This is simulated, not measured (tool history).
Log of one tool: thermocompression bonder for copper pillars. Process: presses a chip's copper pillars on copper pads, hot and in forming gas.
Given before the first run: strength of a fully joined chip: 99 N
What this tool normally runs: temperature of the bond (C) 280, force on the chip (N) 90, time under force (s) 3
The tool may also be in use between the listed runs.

run	hour	temperature of the bond (C)	force on the chip (N)	time under force (s)	force that shears a chip off (N)
1	0	280	90	3	41.4
2	53.5	280	90	3	41.4
3	113.9	280	90	3	41.7
4	159	280	90	3	41.3
# hour 180.7: forming gas filter changed
5	191.3	280	90	3	41.7
6	243.8	280	90	3	42.1
7	275.4	280	90	3	41.8
8	342.8	302	90	3	50.9
9	376.2	273	90	3	39.4
10	407.7	278	90	3	41.3
# hour 437: heater calibrated with a thermocouple chip
11	462.9	280	90	3	42.1
12	528.4	280	90	3	41.3
13	580.6	280	90	3	42.3
14	627.4	280	90	3	41.9
15	689.7	297	71	3	41.7
16	741.9	297	71	3	41.4
17	778.3	297	71	3	41.6
18	841.8	302	90	3	51.1
# hour 883.9: forming gas filter changed
19	908.8	253	90	3	31.5
20	977	255	92	8	47.9
21	1017.5	304	90	3	51.9
22	1049.9	304	90	3	52.5
23	1088.1	304	115	3	61
24	1148.3	304	115	3	60.8
25	1202.9	256	88	6	42.7

What if the next run were any one of these 3? Each begins from the tool's condition after run 25:
# hour 1235.6: gauge calibrated
A	1252.1	280	88	4	?
# hour 1235.6: gauge calibrated
B	1252.1	279	88	2	?
# hour 1235.6: gauge calibrated
C	1252.1	280	90	7	?

run	force that shears a chip off (N)
A	45.7
B	34.5
C	55.3
With no hidden state in the tool, these same runs would have given:
run	force that shears a chip off (N)
A	45.7
B	34.5
C	55.3

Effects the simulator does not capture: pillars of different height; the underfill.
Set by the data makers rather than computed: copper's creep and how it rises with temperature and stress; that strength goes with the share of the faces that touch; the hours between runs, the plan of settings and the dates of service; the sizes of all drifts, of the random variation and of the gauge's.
